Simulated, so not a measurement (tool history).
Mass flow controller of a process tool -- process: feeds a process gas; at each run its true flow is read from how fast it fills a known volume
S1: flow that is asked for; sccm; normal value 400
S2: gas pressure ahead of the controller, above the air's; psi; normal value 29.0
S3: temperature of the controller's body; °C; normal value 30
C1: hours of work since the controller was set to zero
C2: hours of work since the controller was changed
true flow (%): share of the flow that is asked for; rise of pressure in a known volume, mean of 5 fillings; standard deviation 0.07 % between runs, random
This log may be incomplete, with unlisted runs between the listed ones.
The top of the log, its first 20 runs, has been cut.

-- hour=6273.3 controller exchanged for a calibrated one
run 21 hour=6377.0 | S1=839 S2=30.9 S3=27 | C1=83 C2=83 | true_flow_(%)=99.30
run 22 hour=6753.4 | S1=839 S2=35.2 S3=27 | C1=384 C2=384 | true_flow_(%)=98.79
run 23 hour=7100.4 | S1=103 S2=29.0 S3=27 | C1=661 C2=661 | true_flow_(%)=95.29
run 24 hour=7314.6 | S1=160 S2=24.1 S3=24 | C1=832 C2=832 | true_flow_(%)=95.67
run 25 hour=7675.8 | S1=400 S2=26.5 S3=22 | C1=1121 C2=1121 | true_flow_(%)=96.68
run 26 hour=7976.3 | S1=123 S2=27.1 S3=21 | C1=1361 C2=1361 | true_flow_(%)=93.97
run 27 hour=8272.7 | S1=892 S2=29.0 S3=30 | C1=1598 C2=1598 | true_flow_(%)=98.60
run 28 hour=8609.6 | S1=136 S2=37.9 S3=26 | C1=1867 C2=1867 | true_flow_(%)=93.17
run 29 hour=8861.5 | S1=136 S2=37.9 S3=26 | C1=2068 C2=2068 | true_flow_(%)=92.58
run 30 hour=9194.5 | S1=136 S2=37.9 S3=26 | C1=2334 C2=2334 | true_flow_(%)=92.19
run 31 hour=9465.6 | S1=698 S2=34.8 S3=30 | C1=2551 C2=2551 | true_flow_(%)=96.87
run 32 hour=9726.0 | S1=400 S2=29.0 S3=21 | C1=2759 C2=2759 | true_flow_(%)=94.80
run 33 hour=9971.8 | S1=400 S2=29.0 S3=21 | C1=2955 C2=2955 | true_flow_(%)=94.65
run 34 hour=10179.9 | S1=400 S2=29.0 S3=21 | C1=3122 C2=3122 | true_flow_(%)=94.53
run 35 hour=10552.6 | S1=400 S2=20.7 S3=32 | C1=3419 C2=3419 | true_flow_(%)=95.18
run 36 hour=10819.5 | S1=806 S2=20.7 S3=32 | C1=3633 C2=3633 | true_flow_(%)=97.24
run 37 hour=11156.9 | S1=320 S2=33.5 S3=38 | C1=3902 C2=3902 | true_flow_(%)=93.79
run 38 hour=11348.1 | S1=287 S2=40.3 S3=30 | C1=4055 C2=4055 | true_flow_(%)=92.44

Each row is a separate what-if for the run after 38, all from the same tool condition, not one after another. Results?
run A hour=11693.5 | S1=400 S2=32.9 S3=30 | C1=4331 C2=4331 | true_flow_(%)=?
run B hour=11693.5 | S1=400 S2=39.5 S3=30 | C1=4331 C2=4331 | true_flow_(%)=?
run C hour=11693.5 | S1=334 S2=22.8 S3=27 | C1=4331 C2=4331 | true_flow_(%)=?
run D hour=11693.5 | S1=381 S2=32.2 S3=36 | C1=4331 C2=4331 | true_flow_(%)=?
run E hour=11693.5 | S1=508 S2=39.5 S3=30 | C1=4331 C2=4331 | true_flow_(%)=?

run=A true_flow_(%)=93.65
run=B true_flow_(%)=93.44
run=C true_flow_(%)=93.25
run=D true_flow_(%)=93.84
run=E true_flow_(%)=94.28
The same runs, with their run-to-run variation unchanged, on a tool lacking any hidden condition would have given:
run=A true_flow_(%)=98.10
run=B true_flow_(%)=97.88
run=C true_flow_(%)=98.10
run=D true_flow_(%)=98.39
run=E true_flow_(%)=98.30

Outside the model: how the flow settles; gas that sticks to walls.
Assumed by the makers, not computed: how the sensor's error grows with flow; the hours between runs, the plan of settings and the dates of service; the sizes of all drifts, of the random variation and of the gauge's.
